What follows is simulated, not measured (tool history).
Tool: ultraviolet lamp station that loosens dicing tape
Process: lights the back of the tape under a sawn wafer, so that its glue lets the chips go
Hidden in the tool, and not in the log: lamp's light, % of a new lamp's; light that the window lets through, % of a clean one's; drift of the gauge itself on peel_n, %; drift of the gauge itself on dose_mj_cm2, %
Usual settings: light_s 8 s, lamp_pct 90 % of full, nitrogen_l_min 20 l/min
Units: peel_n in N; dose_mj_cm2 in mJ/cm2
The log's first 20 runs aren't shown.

run,day,light_s,lamp_pct,nitrogen_l_min,hours of work of the lamp,hours of work since the window was cleaned,peel_n,dose_mj_cm2
# day 23.421: window cleaned of glue's vapour, once more
21,24.408,8,86,20,600,11,0.847,325
22,26.096,8,86,20,619,29,0.859,323
23,27.542,7,86,20,634,45,1.108,280
24,29.221,7,86,20,652,63,1.094,279
25,30.812,9,80,20,670,80,0.833,328
26,31.904,7,74,7,681,92,2.541,237
27,32.912,7,74,7,692,103,2.480,233
28,34.325,7,74,17,708,118,1.632,236
29,35.938,7,74,17,725,135,1.603,226
30,37.117,6,94,6,738,148,2.488,249
31,38.100,8,84,20,748,159,1.001,295
32,39.804,8,90,24,767,177,0.773,314
33,40.846,8,90,24,778,188,0.809,310
34,42.471,8,90,24,796,206,0.828,309
35,44.058,5,90,20,813,223,2.018,191

5 ways to go on from here, each from the tool as it stands after run 35. What would each give?
A,45.471,4,75,7,828,238,?,?
B,45.471,8,90,25,828,238,?,?
C,45.471,8,90,12,828,238,?,?
D,45.471,8,90,7,828,238,?,?
E,45.471,5,86,20,828,238,?,?

run,peel_n,dose_mj_cm2
A,3.881,126
B,0.807,305
C,1.364,301
D,1.814,305
E,1.996,182
Without the tool's hidden state the same runs would have given:
run,peel_n,dose_mj_cm2
A,3.353,159
B,0.496,385
C,0.912,382
D,1.297,385
E,1.470,230
